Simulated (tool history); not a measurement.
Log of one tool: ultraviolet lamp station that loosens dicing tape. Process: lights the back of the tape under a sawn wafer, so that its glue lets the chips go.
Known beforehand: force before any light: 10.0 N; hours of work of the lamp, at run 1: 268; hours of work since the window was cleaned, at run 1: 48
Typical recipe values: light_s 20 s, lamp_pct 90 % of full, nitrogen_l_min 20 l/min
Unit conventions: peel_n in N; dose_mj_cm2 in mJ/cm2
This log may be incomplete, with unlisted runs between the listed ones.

run   hour  light_s  lamp_pct  nitrogen_l_min  hours of work of the lamp  hours of work since the window was cleaned  peel_n  dose_mj_cm2
  1    0.0       20        90              20                        268                                          48   1.074          459
  2   56.9       20        90              20                        299                                          79   1.156          445
  3  118.2       23        90              20                        334                                         114   0.977          488
  4  189.8       20        67              20                        374                                         154   2.219          301
  5  235.5       20        67              20                        399                                         179   2.430          292
  6  312.4       20        67              20                        442                                         222   2.532          275
     322.0  -- window cleaned of glue's vapour
  7  379.5       20        67              13                        479                                          32   2.690          312
  8  443.7       20        67              13                        515                                          68   2.875          299
  9  483.7       10        83              35                        538                                          90   3.271          177
 10  561.5       10        83              35                        581                                         134   3.442          171
 11  596.1       20        90              24                        600                                         153   1.542          359
 12  633.2       35        90              24                        621                                         174   0.544          606
 13  699.8       14        98              11                        658                                         211   3.756          247
     727.5  -- window cleaned of glue's vapour
 14  744.2       12        63              15                        683                                           9   4.874          158
 15  790.8       12        63              15                        709                                          35   5.034          155

Same runs, no hidden state in the tool, same run-to-run variation:
The hidden state here: lamp's light, % of a new lamp's; light that the window lets through, % of a clean one's; drift of the gauge itself on peel_n, %; drift of the gauge itself on dose_mj_cm2, %.
run  peel_n  dose_mj_cm2
  1   0.746          554
  2   0.745          558
  3   0.569          639
  4   1.310          417
  5   1.361          419
  6   1.306          419
  7   1.790          414
  8   1.806          416
  9   2.072          254
 10   2.052          258
 11   0.660          559
 12   0.272          976
 13   1.931          421
 14   3.464          234
 15   3.489          236
